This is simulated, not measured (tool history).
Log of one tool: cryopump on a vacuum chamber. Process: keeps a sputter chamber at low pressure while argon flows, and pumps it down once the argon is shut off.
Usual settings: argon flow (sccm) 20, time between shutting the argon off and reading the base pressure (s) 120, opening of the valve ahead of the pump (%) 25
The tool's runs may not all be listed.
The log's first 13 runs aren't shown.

| run | hour | argon flow (sccm) | time between shutting the argon off and reading the base pressure (s) | opening of the valve ahead of the pump (%) | hours of work since the pump was warmed up and emptied | hours of work since the cold head was overhauled | hours of work since the chamber's fittings were tightened | pressure while argon flows (Pa) | pressure after the wait (uPa) |
|---|---|---|---|---|---|---|---|---|---|
|  | 1194.7 | leaking fittings of the chamber tightened, without venting |
| 14 | 1228.9 | 36 | 120 | 25 | 368 | 4447 | 28 | 0.1032 | 0.3 |
| 15 | 1345.4 | 20 | 120 | 25 | 465 | 4544 | 125 | 0.0572 | 0.31 |
| 16 | 1444.1 | 20 | 74 | 25 | 546 | 4625 | 206 | 0.0579 | 0.44 |
| 17 | 1546.9 | 20 | 120 | 25 | 631 | 4710 | 291 | 0.0589 | 0.34 |
| 18 | 1637.6 | 20 | 120 | 25 | 706 | 4785 | 366 | 0.0599 | 0.37 |
| 19 | 1702.4 | 20 | 72 | 21 | 760 | 4839 | 420 | 0.0702 | 0.47 |
| 20 | 1771.6 | 20 | 72 | 21 | 817 | 4896 | 477 | 0.0703 | 0.55 |
| 21 | 1822.4 | 20 | 72 | 21 | 859 | 4938 | 519 | 0.071 | 0.54 |
| 22 | 1924.1 | 20 | 72 | 21 | 943 | 5022 | 603 | 0.0707 | 0.59 |
|  | 1942.8 | pump warmed up, emptied and cooled again |
| 23 | 2030.6 | 20 | 72 | 21 | 73 | 5106 | 687 | 0.0665 | 0.55 |
| 24 | 2091.5 | 32 | 120 | 28 | 123 | 5157 | 738 | 0.0794 | 0.44 |
| 25 | 2191.1 | 9 | 120 | 26 | 205 | 5239 | 820 | 0.0243 | 0.47 |
| 26 | 2305.6 | 11 | 63 | 19 | 300 | 5334 | 915 | 0.0403 | 0.63 |
| 27 | 2366.1 | 11 | 63 | 19 | 350 | 5384 | 965 | 0.041 | 0.66 |
| 28 | 2430 | 20 | 142 | 25 | 403 | 5437 | 1018 | 0.0575 | 0.52 |
| 29 | 2503.1 | 15 | 226 | 35 | 463 | 5497 | 1078 | 0.0319 | 0.5 |
| 30 | 2601.8 | 15 | 226 | 35 | 545 | 5579 | 1160 | 0.0318 | 0.53 |
| 31 | 2691.3 | 37 | 171 | 47 | 619 | 5653 | 1234 | 0.0609 | 0.55 |
| 32 | 2794.6 | 37 | 171 | 47 | 705 | 5738 | 1319 | 0.0621 | 0.58 |
| 33 | 2881 | 37 | 28 | 47 | 776 | 5810 | 1391 | 0.0632 | 1.18 |
| 34 | 2980 | 37 | 28 | 47 | 858 | 5892 | 1473 | 0.0641 | 1.18 |
| 35 | 3078.9 | 20 | 145 | 23 | 940 | 5974 | 1554 | 0.0655 | 0.71 |

3 ways to go on from here, each from the tool as it stands after run 35. What would each give?
|  | 3110.2 | pump warmed up, emptied and cooled again |
| A | 3147.6 | 20 | 145 | 24 | 31 | 6026 | 1607 | ? | ? |
|  | 3110.2 | pump warmed up, emptied and cooled again |
| B | 3147.6 | 12 | 73 | 25 | 31 | 6026 | 1607 | ? | ? |
|  | 3110.2 | pump warmed up, emptied and cooled again |
| C | 3147.6 | 13 | 79 | 38 | 31 | 6026 | 1607 | ? | ? |

| run | pressure while argon flows (Pa) | pressure after the wait (uPa) |
|---|---|---|
| A | 0.058 | 0.56 |
| B | 0.0334 | 0.72 |
| C | 0.0235 | 0.73 |
Without the tool's hidden state the same runs would have given:
| run | pressure while argon flows (Pa) | pressure after the wait (uPa) |
|---|---|---|
| A | 0.0569 | 0.22 |
| B | 0.0328 | 0.38 |
| C | 0.0227 | 0.38 |

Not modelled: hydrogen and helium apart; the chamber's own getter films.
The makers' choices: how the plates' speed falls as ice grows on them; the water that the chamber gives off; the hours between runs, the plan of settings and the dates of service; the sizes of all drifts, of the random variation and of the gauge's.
